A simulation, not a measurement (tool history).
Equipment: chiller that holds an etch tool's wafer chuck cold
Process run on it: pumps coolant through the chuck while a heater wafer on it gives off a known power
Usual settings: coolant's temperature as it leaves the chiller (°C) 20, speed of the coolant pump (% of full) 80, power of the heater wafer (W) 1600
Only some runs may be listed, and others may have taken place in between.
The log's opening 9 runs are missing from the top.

run   hour  coolant's temperature as it leaves the chiller (°C)  speed of the coolant pump (% of full)  power of the heater wafer (W)  chuck's temperature once it has settled (°C)  how much warmer the coolant comes back (C)
 10  246.6                                                   20                                     76                           1600                                          35.3                                        6.28
 11  266.3                                                   20                                     76                           1600                                          35.5                                        6.32
 12  293.1                                                   20                                     76                           1600                                          35.2                                        6.35
 13  333.5                                                   20                                     76                           1600                                          35.3                                        6.34
 14  353.9                                                   20                                     76                           1600                                          35.2                                         6.4
 15  384.4                                                   20                                     76                           1600                                          35.5                                        6.37
 16    403                                                   20                                     76                           1600                                          35.4                                         6.4
 17  423.4                                                   26                                     78                           2359                                          48.1                                        9.14
 18  455.1                                                   27                                     63                           1113                                            40                                        5.42
 19  473.7                                                   15                                     63                           1113                                          27.8                                        5.43
 20  499.7                                                   13                                     65                           1113                                          25.6                                        5.27
 21  524.8                                                   13                                     97                           1043                                            21                                        3.17
 22  560.3                                                   13                                     97                           1043                                          20.7                                        3.19
 23  594.2                                                   13                                     97                           1043                                          20.9                                         3.2
 24  632.7                                                   24                                     97                           1043                                          31.9                                        3.16
 25  665.9                                                   24                                     61                           1043                                          36.6                                        5.33
 26  701.4                                                   24                                     61                           1043                                          36.7                                        5.31
 27  728.4                                                   22                                     63                           1907                                          44.7                                         9.4
 28  758.8                                                   17                                     84                           1600                                          31.3                                        5.71
 29  785.6                                                   12                                     77                           1152                                          23.2                                        4.57

What will run 30 give?
 30  816.9                                                   19                                     77                           1152                                             ?                                           ?

For run 30 the tool returned chuck's temperature once it has settled (°C) 30.1, how much warmer the coolant comes back (C) 4.56.
Were there no unlogged condition in the tool, this run, its random variation unchanged, would have produced chuck's temperature once it has settled (°C) 28.8, how much warmer the coolant comes back (C) 4.49.

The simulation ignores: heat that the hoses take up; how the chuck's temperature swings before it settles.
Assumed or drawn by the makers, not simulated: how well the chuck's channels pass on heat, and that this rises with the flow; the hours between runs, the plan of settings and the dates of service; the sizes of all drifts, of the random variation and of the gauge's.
